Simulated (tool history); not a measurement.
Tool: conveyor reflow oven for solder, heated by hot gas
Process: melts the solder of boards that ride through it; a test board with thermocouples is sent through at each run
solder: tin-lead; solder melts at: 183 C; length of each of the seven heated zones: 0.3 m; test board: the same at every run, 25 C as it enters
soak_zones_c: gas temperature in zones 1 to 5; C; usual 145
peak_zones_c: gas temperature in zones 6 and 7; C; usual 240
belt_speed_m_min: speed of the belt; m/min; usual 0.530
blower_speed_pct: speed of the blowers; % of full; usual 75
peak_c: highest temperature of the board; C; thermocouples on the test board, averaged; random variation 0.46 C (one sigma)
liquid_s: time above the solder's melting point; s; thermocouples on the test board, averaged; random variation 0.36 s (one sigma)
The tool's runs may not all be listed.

| run | day | soak_zones_c | peak_zones_c | belt_speed_m_min | blower_speed_pct | peak_c | liquid_s |
|---|---|---|---|---|---|---|---|
| 1 | 0.000 | 145 | 240 | 0.530 | 75 | 219.2 | 54.1 |
| 2 | 0.254 | 145 | 240 | 0.530 | 63 | 215.5 | 50.8 |
| 3 | 0.471 | 145 | 240 | 0.530 | 63 | 216.3 | 51.0 |
| 4 | 0.838 | 145 | 240 | 0.530 | 63 | 215.3 | 50.4 |
| 5 | 1.296 | 145 | 240 | 0.530 | 63 | 214.9 | 50.7 |
| 6 | 1.688 | 145 | 248 | 0.530 | 63 | 221.4 | 55.3 |
|  | 2.008 | flux residue cleaned out of gas plates and filters |
| 7 | 2.325 | 145 | 248 | 0.530 | 63 | 223.5 | 57.2 |
| 8 | 2.712 | 145 | 248 | 0.530 | 63 | 223.7 | 57.2 |
| 9 | 3.183 | 138 | 240 | 0.530 | 75 | 219.9 | 52.2 |
| 10 | 3.529 | 138 | 240 | 0.530 | 75 | 218.8 | 52.3 |
| 11 | 3.796 | 145 | 240 | 0.530 | 57 | 214.7 | 49.9 |
| 12 | 4.233 | 145 | 240 | 0.533 | 75 | 219.1 | 54.4 |
| 13 | 4.496 | 145 | 240 | 0.533 | 75 | 221.7 | 54.5 |
| 14 | 4.829 | 145 | 240 | 0.524 | 75 | 220.6 | 55.9 |
| 15 | 5.162 | 145 | 240 | 0.471 | 75 | 224.1 | 65.1 |
| 16 | 5.646 | 145 | 240 | 0.530 | 75 | 220.9 | 55.3 |
| 17 | 6.058 | 146 | 248 | 0.530 | 75 | 227.3 | 59.2 |
| 18 | 6.392 | 146 | 248 | 0.530 | 75 | 227.3 | 59.6 |
| 19 | 6.600 | 146 | 253 | 0.567 | 75 | 228.1 | 55.9 |
| 20 | 7.042 | 153 | 237 | 0.494 | 70 | 220.2 | 62.0 |
| 21 | 7.462 | 153 | 237 | 0.494 | 71 | 219.8 | 63.3 |
| 22 | 7.771 | 150 | 247 | 0.530 | 60 | 221.8 | 57.1 |
| 23 | 8.229 | 150 | 234 | 0.530 | 71 | 214.4 | 53.4 |
| 24 | 8.496 | 157 | 230 | 0.486 | 76 | 216.8 | 63.2 |
| 25 | 8.758 | 143 | 245 | 0.486 | 54 | 218.9 | 57.7 |
| 26 | 9.000 | 137 | 244 | 0.428 | 75 | 229.3 | 72.6 |
| 27 | 9.392 | 147 | 240 | 0.638 | 71 | 212.6 | 40.4 |
| 28 | 9.733 | 147 | 240 | 0.638 | 71 | 211.6 | 40.6 |
| 29 | 10.192 | 148 | 233 | 0.471 | 69 | 216.6 | 61.2 |
| 30 | 10.662 | 158 | 240 | 0.460 | 70 | 225.1 | 73.2 |
| 31 | 10.954 | 158 | 240 | 0.460 | 70 | 224.5 | 72.3 |

The same runs without the tool's hidden state, with the same run-to-run variation:
The hidden state here: heat that the gas passes to the board, % of a clean oven's; belt's true speed, % of the reading; true gas temperature in zones 6 and 7 over the reading, C; drift of the gauge itself on peak_c, C; drift of the gauge itself on liquid_s, %.
| run | peak_c | liquid_s |
|---|---|---|
| 1 | 221.5 | 55.4 |
| 2 | 217.7 | 52.2 |
| 3 | 218.5 | 52.5 |
| 4 | 217.6 | 51.9 |
| 5 | 217.2 | 52.4 |
| 6 | 224.0 | 56.6 |
| 7 | 224.1 | 57.1 |
| 8 | 224.3 | 57.1 |
| 9 | 220.7 | 52.3 |
| 10 | 219.6 | 52.5 |
| 11 | 215.4 | 50.0 |
| 12 | 220.0 | 54.5 |
| 13 | 222.6 | 54.6 |
| 14 | 221.6 | 56.0 |
| 15 | 225.2 | 65.2 |
| 16 | 222.0 | 55.5 |
| 17 | 228.6 | 59.3 |
| 18 | 228.6 | 59.8 |
| 19 | 229.5 | 56.1 |
| 20 | 221.5 | 62.3 |
| 21 | 221.1 | 63.6 |
| 22 | 223.2 | 57.5 |
| 23 | 215.9 | 54.0 |
| 24 | 218.3 | 63.6 |
| 25 | 220.3 | 58.2 |
| 26 | 231.0 | 72.9 |
| 27 | 214.3 | 41.4 |
| 28 | 213.4 | 41.6 |
| 29 | 218.3 | 62.0 |
| 30 | 226.8 | 73.4 |
| 31 | 226.3 | 72.5 |
